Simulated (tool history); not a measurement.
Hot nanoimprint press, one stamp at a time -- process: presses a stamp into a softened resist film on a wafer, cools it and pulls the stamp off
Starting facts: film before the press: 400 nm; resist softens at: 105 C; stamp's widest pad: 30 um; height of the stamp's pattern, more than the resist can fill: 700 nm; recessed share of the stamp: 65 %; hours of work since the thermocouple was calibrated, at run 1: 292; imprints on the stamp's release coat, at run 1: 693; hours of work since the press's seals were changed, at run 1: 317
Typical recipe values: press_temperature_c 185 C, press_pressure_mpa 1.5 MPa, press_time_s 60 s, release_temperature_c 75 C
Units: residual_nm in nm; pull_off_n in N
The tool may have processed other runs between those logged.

run	day	press_temperature_c	press_pressure_mpa	press_time_s	release_temperature_c	hours of work since the thermocouple was calibrated	imprints on the stamp's release coat	hours of work since the press's seals were changed	residual_nm	pull_off_n
1	0	185	1.5	60	75	292	693	317	209.8	176
2	0.488	185	1.5	60	75	300	720	325	210.8	180
3	1.004	185	1.5	60	77	308	749	333	209	163
4	1.312	185	1.5	60	75	312	766	337	208.9	178
5	1.571	185	1.5	60	75	316	781	341	209.7	173
6	1.842	185	1.5	60	75	320	796	345	210.6	178
7	2.275	185	1.5	60	75	327	820	352	210	179
8	2.596	185	1.5	41	70	332	838	357	234.9	204
9	3.15	193	1.5	60	71	340	869	365	163.7	192
10	3.508	193	1.5	44	81	346	889	371	186	143
11	3.908	185	2.27	60	75	352	911	377	175.5	171

Each row is a separate what-if for the run after 11, all from the same tool condition, not one after another. Results?
A	4.204	185	2.27	37	75	356	927	381	?	?
B	4.204	185	1.5	45	76	356	927	381	?	?
C	4.204	175	0.96	60	63	356	927	381	?	?
D	4.204	180	2.27	60	75	356	927	381	?	?
E	4.204	179	2.27	60	69	356	927	381	?	?

run	residual_nm	pull_off_n
A	208.7	175
B	228.2	163
C	307.6	239
D	205.9	173
E	211.3	206
Had the tool no hidden state, the same runs would have come out as:
run	residual_nm	pull_off_n
A	210.3	172
B	230	160
C	310.2	235
D	207.4	170
E	212.8	203
